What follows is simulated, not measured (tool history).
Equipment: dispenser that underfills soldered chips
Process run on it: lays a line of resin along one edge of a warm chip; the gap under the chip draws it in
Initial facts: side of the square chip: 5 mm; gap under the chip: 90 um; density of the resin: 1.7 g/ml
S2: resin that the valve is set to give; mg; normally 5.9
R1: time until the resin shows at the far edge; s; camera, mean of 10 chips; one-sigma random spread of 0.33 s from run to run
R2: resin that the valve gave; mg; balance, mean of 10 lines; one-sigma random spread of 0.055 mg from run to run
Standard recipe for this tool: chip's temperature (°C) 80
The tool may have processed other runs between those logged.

Run 1, hour 0: usual settings. Result: R1 18.5 s, R2 5.64 mg.
At hour 3: new syringe of resin.
Run 2, hour 6.1: usual settings. Result: R1 16.2 s, R2 5.71 mg.
At hour 13: new syringe of resin.
Run 3, hour 13.8: usual settings but S2 5.88 mg. Result: R1 14.9 s, R2 5.66 mg.
Run 4, hour 18.8: usual settings but S2 5.88 mg. Result: R1 17.6 s, R2 5.6 mg.
At hour 23: new syringe of resin.
Run 5, hour 24.5: usual settings but S2 5.88 mg. Result: R1 15 s, R2 5.46 mg.
Run 6, hour 32.3: usual settings. Result: R1 20.1 s, R2 5.53 mg.
At hour 33: new syringe of resin.
Run 7, hour 41.2: usual settings but chip's temperature (°C) 83, S2 6.85 mg. Result: R1 17.4 s, R2 6.38 mg.
At hour 43.5: new syringe of resin.
Run 8, hour 49.9: usual settings but chip's temperature (°C) 86, S2 6.94 mg. Result: R1 15 s, R2 6.46 mg.
At hour 53.5: new syringe of resin.
Run 9, hour 58.7: usual settings but chip's temperature (°C) 86, S2 6.94 mg. Result: R1 13.7 s, R2 6.38 mg.
At hour 63.4: new syringe of resin.
Run 10, hour 63.9: usual settings but chip's temperature (°C) 86, S2 6.94 mg. Result: R1 11.3 s, R2 6.38 mg.
Run 11, hour 70.3: usual settings but chip's temperature (°C) 86, S2 6.94 mg. Result: R1 14.9 s, R2 6.45 mg.
At hour 73.6: new syringe of resin.
Run 12, hour 77.2: usual settings but chip's temperature (°C) 94, S2 7.63 mg. Result: R1 9.8 s, R2 6.83 mg.

Each row is a separate what-if for the run after 12, all from the same tool condition, not one after another. Results?
At hour 83.4: new syringe of resin.
At hour 85.8: dispensing valve cleaned and set on the balance.
Run A, hour 86: usual settings but chip's temperature (°C) 67, S2 5.79 mg. Result: R1 ?, R2 ?.
At hour 83.4: new syringe of resin.
At hour 85.8: dispensing valve cleaned and set on the balance.
Run B, hour 86: usual settings but chip's temperature (°C) 90, S2 7.63 mg. Result: R1 ?, R2 ?.
At hour 83.4: new syringe of resin.
At hour 85.8: dispensing valve cleaned and set on the balance.
Run C, hour 86: usual settings but chip's temperature (°C) 72, S2 7.36 mg. Result: R1 ?, R2 ?.
At hour 83.4: new syringe of resin.
At hour 85.8: dispensing valve cleaned and set on the balance.
Run D, hour 86: usual settings but chip's temperature (°C) 84, S2 7.31 mg. Result: R1 ?, R2 ?.

run    R1    R2
  A  25.1  5.81
  B  11.4  7.59
  C  21.1  7.42
  D  13.3  7.27
With the hidden condition removed and each run's random variation left untouched, the same runs would have given:
run    R1    R2
  A  21.4  5.83
  B    10  7.61
  C  18.1  7.44
  D  11.5  7.29

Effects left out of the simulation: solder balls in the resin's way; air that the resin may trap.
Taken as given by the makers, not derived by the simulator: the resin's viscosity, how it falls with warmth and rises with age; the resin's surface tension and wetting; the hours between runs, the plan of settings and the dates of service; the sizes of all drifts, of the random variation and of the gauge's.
